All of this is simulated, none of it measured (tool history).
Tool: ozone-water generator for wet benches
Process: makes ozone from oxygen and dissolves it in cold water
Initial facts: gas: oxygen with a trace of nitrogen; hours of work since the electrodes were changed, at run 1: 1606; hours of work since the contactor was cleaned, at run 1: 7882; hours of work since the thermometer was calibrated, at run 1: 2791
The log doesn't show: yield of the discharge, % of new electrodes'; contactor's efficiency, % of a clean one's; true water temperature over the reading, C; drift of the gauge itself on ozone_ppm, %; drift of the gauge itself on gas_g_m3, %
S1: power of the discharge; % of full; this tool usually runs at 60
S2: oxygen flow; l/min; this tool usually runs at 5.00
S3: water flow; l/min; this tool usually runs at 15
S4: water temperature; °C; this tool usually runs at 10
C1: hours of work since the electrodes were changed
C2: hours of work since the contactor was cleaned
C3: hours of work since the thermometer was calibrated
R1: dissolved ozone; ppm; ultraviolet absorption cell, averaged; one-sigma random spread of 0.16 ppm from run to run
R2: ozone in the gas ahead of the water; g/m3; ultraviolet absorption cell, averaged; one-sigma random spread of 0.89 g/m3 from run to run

{"run": 1, "hour": 0.0, "S1": 60, "S2": 5.0, "S3": 15, "S4": 10, "C1": 1606, "C2": 7882, "C3": 2791, "R1": 19.1, "R2": 143.9}
{"run": 2, "hour": 66.4, "S1": 60, "S2": 5.0, "S3": 15, "S4": 10, "C1": 1664, "C2": 7941, "C3": 2849, "R1": 19.3, "R2": 144.0}
{"run": 3, "hour": 119.4, "S1": 60, "S2": 5.0, "S3": 18, "S4": 10, "C1": 1711, "C2": 7987, "C3": 2896, "R1": 16.6, "R2": 143.2}
{"run": 4, "hour": 180.3, "S1": 60, "S2": 5.0, "S3": 18, "S4": 16, "C1": 1764, "C2": 8041, "C3": 2949, "R1": 15.2, "R2": 144.3}
{"run": 5, "hour": 256.7, "S1": 60, "S2": 5.0, "S3": 18, "S4": 16, "C1": 1831, "C2": 8108, "C3": 3016, "R1": 15.0, "R2": 143.5}
{"run": 6, "hour": 313.4, "S1": 70, "S2": 5.0, "S3": 18, "S4": 16, "C1": 1881, "C2": 8158, "C3": 3066, "R1": 16.7, "R2": 159.0}
{"run": 7, "hour": 386.6, "S1": 70, "S2": 5.0, "S3": 18, "S4": 16, "C1": 1946, "C2": 8222, "C3": 3130, "R1": 16.7, "R2": 158.4}
{"run": 8, "hour": 443.6, "S1": 91, "S2": 5.0, "S3": 15, "S4": 10, "C1": 1996, "C2": 8272, "C3": 3180, "R1": 24.7, "R2": 187.3}
{"run": 9, "hour": 487.2, "S1": 47, "S2": 5.0, "S3": 15, "S4": 10, "C1": 2034, "C2": 8310, "C3": 3219, "R1": 16.3, "R2": 123.6}
{"run": 10, "hour": 541.5, "S1": 47, "S2": 5.0, "S3": 15, "S4": 10, "C1": 2082, "C2": 8358, "C3": 3267, "R1": 16.5, "R2": 123.3}
{"hour": 586.3, "done": "contactor cleaned"}
{"run": 11, "hour": 594.3, "S1": 47, "S2": 5.0, "S3": 15, "S4": 10, "C1": 2125, "C2": 7, "C3": 3309, "R1": 16.8, "R2": 122.0}
{"run": 12, "hour": 656.7, "S1": 60, "S2": 7.24, "S3": 15, "S4": 10, "C1": 2179, "C2": 62, "C3": 3364, "R1": 20.4, "R2": 122.6}
{"run": 13, "hour": 704.6, "S1": 60, "S2": 7.24, "S3": 15, "S4": 10, "C1": 2222, "C2": 104, "C3": 3406, "R1": 20.2, "R2": 122.2}
{"run": 14, "hour": 774.0, "S1": 60, "S2": 7.24, "S3": 15, "S4": 10, "C1": 2282, "C2": 165, "C3": 3467, "R1": 20.4, "R2": 124.1}
{"run": 15, "hour": 818.1, "S1": 60, "S2": 7.24, "S3": 15, "S4": 16, "C1": 2321, "C2": 204, "C3": 3506, "R1": 18.3, "R2": 122.4}
{"run": 16, "hour": 857.7, "S1": 60, "S2": 7.24, "S3": 15, "S4": 16, "C1": 2356, "C2": 239, "C3": 3541, "R1": 18.2, "R2": 121.9}
{"run": 17, "hour": 913.3, "S1": 60, "S2": 7.24, "S3": 15, "S4": 16, "C1": 2405, "C2": 287, "C3": 3590, "R1": 18.0, "R2": 122.5}
{"run": 18, "hour": 975.8, "S1": 60, "S2": 7.24, "S3": 15, "S4": 16, "C1": 2460, "C2": 342, "C3": 3645, "R1": 18.1, "R2": 120.5}
{"run": 19, "hour": 1017.3, "S1": 60, "S2": 7.24, "S3": 15, "S4": 16, "C1": 2496, "C2": 379, "C3": 3681, "R1": 18.2, "R2": 121.7}
{"run": 20, "hour": 1103.3, "S1": 60, "S2": 7.24, "S3": 15, "S4": 16, "C1": 2572, "C2": 454, "C3": 3757, "R1": 18.3, "R2": 120.3}
{"run": 21, "hour": 1150.7, "S1": 60, "S2": 7.24, "S3": 15, "S4": 16, "C1": 2614, "C2": 496, "C3": 3798, "R1": 18.1, "R2": 121.2}
{"run": 22, "hour": 1200.8, "S1": 60, "S2": 5.0, "S3": 15, "S4": 6, "C1": 2658, "C2": 540, "C3": 3842, "R1": 20.5, "R2": 141.1}
{"run": 23, "hour": 1284.6, "S1": 83, "S2": 3.33, "S3": 15, "S4": 10, "C1": 2731, "C2": 614, "C3": 3916, "R1": 22.0, "R2": 205.7}
{"run": 24, "hour": 1339.2, "S1": 60, "S2": 5.0, "S3": 10, "S4": 10, "C1": 2779, "C2": 662, "C3": 3964, "R1": 26.4, "R2": 141.4}
{"run": 25, "hour": 1425.6, "S1": 60, "S2": 4.82, "S3": 15, "S4": 7, "C1": 2855, "C2": 738, "C3": 4040, "R1": 20.0, "R2": 143.3}
{"run": 26, "hour": 1508.1, "S1": 59, "S2": 5.34, "S3": 15, "S4": 16, "C1": 2928, "C2": 810, "C3": 4112, "R1": 17.7, "R2": 137.1}
{"run": 27, "hour": 1573.0, "S1": 42, "S2": 7.63, "S3": 16, "S4": 16, "C1": 2985, "C2": 867, "C3": 4169, "R1": 13.7, "R2": 94.1}
{"run": 28, "hour": 1648.5, "S1": 42, "S2": 7.63, "S3": 16, "S4": 16, "C1": 3051, "C2": 933, "C3": 4236, "R1": 13.7, "R2": 94.9}
{"run": 29, "hour": 1712.1, "S1": 52, "S2": 5.0, "S3": 11, "S4": 10, "C1": 3107, "C2": 989, "C3": 4292, "R1": 22.1, "R2": 129.8}
{"run": 30, "hour": 1752.9, "S1": 52, "S2": 5.0, "S3": 11, "S4": 10, "C1": 3143, "C2": 1025, "C3": 4328, "R1": 22.3, "R2": 128.9}
{"run": 31, "hour": 1796.6, "S1": 52, "S2": 5.0, "S3": 15, "S4": 10, "C1": 3181, "C2": 1064, "C3": 4366, "R1": 17.7, "R2": 130.4}
{"run": 32, "hour": 1874.4, "S1": 72, "S2": 8.91, "S3": 11, "S4": 6, "C1": 3250, "C2": 1132, "C3": 4434, "R1": 29.3, "R2": 122.8}
{"run": 33, "hour": 1934.2, "S1": 72, "S2": 4.67, "S3": 19, "S4": 6, "C1": 3302, "C2": 1185, "C3": 4487, "R1": 18.1, "R2": 161.1}

What differs in the tool's unlogged condition from the final listed run ahead of each entry between runs to the first listed run following it?
From run 10 to run 11: contactor cleaned (hour 586.3)
  yield of the discharge, % of new electrodes': 96.7 -> 96.6; contactor's efficiency, % of a clean one's: 94 -> 99.9
  measured result minus the result with no hidden state, R1: -1.0 -> -0.5 ppm; R2: -3.1 -> -3.2 g/m3
